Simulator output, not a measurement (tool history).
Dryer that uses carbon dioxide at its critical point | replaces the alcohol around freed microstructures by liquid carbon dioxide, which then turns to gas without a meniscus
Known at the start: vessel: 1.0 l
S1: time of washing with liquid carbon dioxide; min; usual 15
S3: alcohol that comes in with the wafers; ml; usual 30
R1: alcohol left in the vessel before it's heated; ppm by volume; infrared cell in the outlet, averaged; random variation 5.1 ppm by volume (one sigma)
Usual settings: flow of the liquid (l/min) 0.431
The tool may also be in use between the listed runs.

run 1 hour=0 | S1=15 flow_of_the_liquid_(l/min)=0.431 S3=30 | R1=68
run 2 hour=9.8 | S1=15 flow_of_the_liquid_(l/min)=0.431 S3=30 | R1=74
run 3 hour=14.2 | S1=15 flow_of_the_liquid_(l/min)=0.431 S3=30 | R1=72
run 4 hour=19.4 | S1=15 flow_of_the_liquid_(l/min)=0.431 S3=30 | R1=77
run 5 hour=23.7 | S1=15 flow_of_the_liquid_(l/min)=0.431 S3=30 | R1=84
run 6 hour=31 | S1=15 flow_of_the_liquid_(l/min)=0.431 S3=105 | R1=238
run 7 hour=36.5 | S1=15 flow_of_the_liquid_(l/min)=0.431 S3=105 | R1=229
run 8 hour=42.7 | S1=24 flow_of_the_liquid_(l/min)=0.287 S3=84 | R1=145
run 9 hour=47.3 | S1=10 flow_of_the_liquid_(l/min)=0.431 S3=30 | R1=511
run 10 hour=55.3 | S1=15 flow_of_the_liquid_(l/min)=0.419 S3=30 | R1=96

Forecast run 11:
run 11 hour=64.9 | S1=12 flow_of_the_liquid_(l/min)=0.314 S3=34 | R1=?

{"run 11": {"R1": 997}}
Without the tool's hidden state the same run would have given R1 922 ppm by volume.
